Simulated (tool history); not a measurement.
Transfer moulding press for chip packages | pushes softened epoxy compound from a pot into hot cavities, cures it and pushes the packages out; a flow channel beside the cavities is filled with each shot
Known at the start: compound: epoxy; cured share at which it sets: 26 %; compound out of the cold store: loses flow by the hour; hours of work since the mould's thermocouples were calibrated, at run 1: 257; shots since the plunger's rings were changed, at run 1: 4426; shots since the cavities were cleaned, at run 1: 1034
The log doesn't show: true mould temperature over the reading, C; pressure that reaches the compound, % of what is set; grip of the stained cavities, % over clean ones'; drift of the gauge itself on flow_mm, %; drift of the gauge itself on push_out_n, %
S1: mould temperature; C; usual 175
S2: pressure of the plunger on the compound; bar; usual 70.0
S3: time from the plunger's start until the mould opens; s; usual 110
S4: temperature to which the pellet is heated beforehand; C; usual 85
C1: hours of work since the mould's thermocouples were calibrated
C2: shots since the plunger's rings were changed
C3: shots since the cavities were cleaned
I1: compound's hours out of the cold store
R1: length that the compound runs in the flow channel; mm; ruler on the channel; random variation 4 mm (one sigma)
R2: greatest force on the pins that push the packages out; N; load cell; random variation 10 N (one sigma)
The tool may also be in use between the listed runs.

Run 1, day 0.000: usual settings; C1 257; C2 4426; C3 1034; I1 47.5. Result: R1 669 mm, R2 843 N.
At day 0.525: cavities cleaned with cleaning compound and waxed.
Run 2, day 1.208: usual settings; C1 276; C2 4722; C3 176; I1 33.6. Result: R1 739 mm, R2 593 N.
Run 3, day 2.188: usual settings; C1 292; C2 4976; C3 430; I1 11.6. Result: R1 870 mm, R2 749 N.
Run 4, day 3.229: usual settings; C1 309; C2 5245; C3 699; I1 14.4. Result: R1 852 mm, R2 843 N.
At day 3.896: plunger's sealing rings changed.
Run 5, day 4.192: usual settings; C1 324; C2 77; C3 921; I1 25.3. Result: R1 858 mm, R2 827 N.
Run 6, day 4.875: usual settings; C1 335; C2 254; C3 1098; I1 8.4. Result: R1 976 mm, R2 939 N.
At day 5.138: cavities cleaned with cleaning compound and waxed.
Run 7, day 5.854: usual settings; C1 350; C2 490; C3 185; I1 34.4. Result: R1 792 mm, R2 585 N.
Run 8, day 6.612: usual settings; C1 363; C2 687; C3 382; I1 44.9. Result: R1 726 mm, R2 700 N.
At day 7.296: mould's thermocouples calibrated.
Run 9, day 7.575: usual settings; C1 5; C2 913; C3 608; I1 8.9. Result: R1 957 mm, R2 858 N.
Run 10, day 8.658: usual settings; C1 23; C2 1194; C3 889; I1 13.8. Result: R1 924 mm, R2 970 N.
Run 11, day 9.650: usual settings; C1 39; C2 1450; C3 1145; I1 43.9. Result: R1 730 mm, R2 875 N.
At day 9.829: cavities cleaned with cleaning compound and waxed.
Run 12, day 10.658: usual settings but S2 71.2 bar, S4 83 C; C1 55; C2 1695; C3 214; I1 36.7. Result: R1 773 mm, R2 656 N.
Run 13, day 11.550: usual settings but S3 91 s; C1 70; C2 1925; C3 444; I1 41.9. Result: R1 735 mm, R2 996 N.
Run 14, day 12.804: usual settings but S3 91 s; C1 91; C2 2250; C3 769; I1 18.0. Result: R1 876 mm, R2 1269 N.
Run 15, day 13.896: usual settings but S3 92 s, S4 91 C; C1 109; C2 2532; C3 1051; I1 23.1. Result: R1 842 mm, R2 1274 N.
At day 14.396: cavities cleaned with cleaning compound and waxed.
At day 14.567: mould's thermocouples calibrated, once more.
Run 16, day 15.050: usual settings but S1 179 C, S4 91 C; C1 8; C2 2792; C3 147; I1 30.4. Result: R1 771 mm, R2 505 N.
Run 17, day 15.996: usual settings but S1 179 C, S4 91 C; C1 24; C2 3037; C3 392; I1 25.7. Result: R1 795 mm, R2 643 N.
Run 18, day 16.879: usual settings but S1 176 C, S2 79.9 bar, S4 91 C; C1 39; C2 3266; C3 621; I1 11.2. Result: R1 962 mm, R2 749 N.
Run 19, day 18.112: usual settings but S3 93 s; C1 59; C2 3583; C3 938; I1 18.4. Result: R1 853 mm, R2 1105 N.
At day 19.050: cavities cleaned with cleaning compound and waxed.
Run 20, day 19.346: usual settings but S3 93 s; C1 78; C2 3886; C3 76; I1 23.5. Result: R1 813 mm, R2 699 N.
Run 21, day 19.946: usual settings but S1 172 C; C1 88; C2 4042; C3 232; I1 31.1. Result: R1 772 mm, R2 672 N.

Forecast each of these 3 alternatives for the next run:
Run A, day 21.021: usual settings but S1 172 C, S2 54.9 bar, S3 133 s, S4 86 C; C1 106; C2 4320; C3 510; I1 40.0. Result: R1 ?, R2 ?.
Run B, day 21.021: usual settings but S1 172 C, S2 69.7 bar, S4 93 C; C1 106; C2 4320; C3 510; I1 22.4. Result: R1 ?, R2 ?.
Run C, day 21.021: usual settings but S1 172 C, S2 55.4 bar; C1 106; C2 4320; C3 510; I1 29.7. Result: R1 ?, R2 ?.

run   R1   R2
  A  635  709
  B  819  847
  C  687  837
Without the tool's hidden state the same runs would have given:
run   R1   R2
  A  679  436
  B  877  510
  C  736  507

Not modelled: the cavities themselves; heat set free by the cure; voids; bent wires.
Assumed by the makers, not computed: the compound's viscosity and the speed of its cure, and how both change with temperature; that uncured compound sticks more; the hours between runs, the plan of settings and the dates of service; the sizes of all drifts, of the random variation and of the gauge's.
